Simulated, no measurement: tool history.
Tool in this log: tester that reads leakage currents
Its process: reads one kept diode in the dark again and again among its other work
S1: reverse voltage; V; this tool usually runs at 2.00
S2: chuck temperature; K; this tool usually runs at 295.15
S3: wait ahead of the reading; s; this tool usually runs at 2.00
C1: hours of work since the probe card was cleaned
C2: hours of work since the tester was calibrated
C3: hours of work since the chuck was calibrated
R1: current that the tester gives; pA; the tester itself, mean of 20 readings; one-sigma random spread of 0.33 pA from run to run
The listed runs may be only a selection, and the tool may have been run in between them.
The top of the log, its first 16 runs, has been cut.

run    hour     S1      S2    S3    C1    C2    C3       R1
 17   563.7   2.00  295.15  2.00   668  1335  1945   107.70
 18   604.9   2.00  295.15  2.00   689  1356  1967   108.33
 19   650.0   2.00  295.15  2.00   713  1380  1990   108.78
 20   677.8   2.00  295.15  2.00   727  1395  2005   107.85
 21   709.9   2.00  315.15  0.31   744  1411  2022   482.57
 22   736.6   3.19  302.15  6.91   758  1425  2036   224.44
      781.5  -- chuck's temperature calibrated
 23   781.5   1.41  308.15  0.97   781  1448     0   252.85
 24   830.6   1.41  308.15  0.97   806  1473    26   253.52
 25   870.7   4.40  333.15  2.01   827  1494    47  2164.99
 26   894.0  10.46  329.15  2.98   839  1507    59  2388.19
 27   944.3   2.31  310.15  2.00   866  1533    85   355.58
 28   991.9   2.31  310.15  2.00   891  1558   110   355.88
 29  1040.6   2.14  296.15  0.55   916  1583   135   121.22
 30  1085.7   1.17  296.15  0.55   940  1607   159    94.56
 31  1126.7   1.24  296.15  0.70   961  1628   180    96.89
 32  1173.0   1.24  296.15  0.70   985  1652   205    96.67
 33  1198.8   1.24  296.15  0.70   999  1666   218    95.45
 34  1249.4   6.73  295.15  8.10  1025  1692   245   176.54
 35  1271.9   2.00  298.15  2.00  1037  1704   256   136.91
 36  1298.3   5.61  295.15  2.78  1051  1718   270   164.29
 37  1326.5   5.61  295.15  2.78  1066  1733   285   164.34
 38  1350.2   2.00  323.15  0.62  1078  1745   297   828.55
 39  1373.1   2.62  295.15  0.53  1090  1757   309   121.90

What if the next run were any one of these 5? Each begins from the tool's condition after run 39:
  A  1397.9   2.00  295.15  1.72  1103  1770  322   ?
  B  1397.9   2.62  295.15  0.32  1103  1770  322   ?
  C  1397.9   2.35  295.15  0.72  1103  1770  322   ?
  D  1397.9   2.00  301.15  3.59  1103  1770  322   ?
  E  1397.9  12.08  302.15  9.81  1103  1770  322   ?

run      R1
  A  108.19
  B  122.84
  C  116.35
  D  171.58
  E  385.99
Without the tool's hidden state the same runs would have given:
run      R1
  A  108.16
  B  122.81
  C  116.32
  D  171.54
  E  385.85
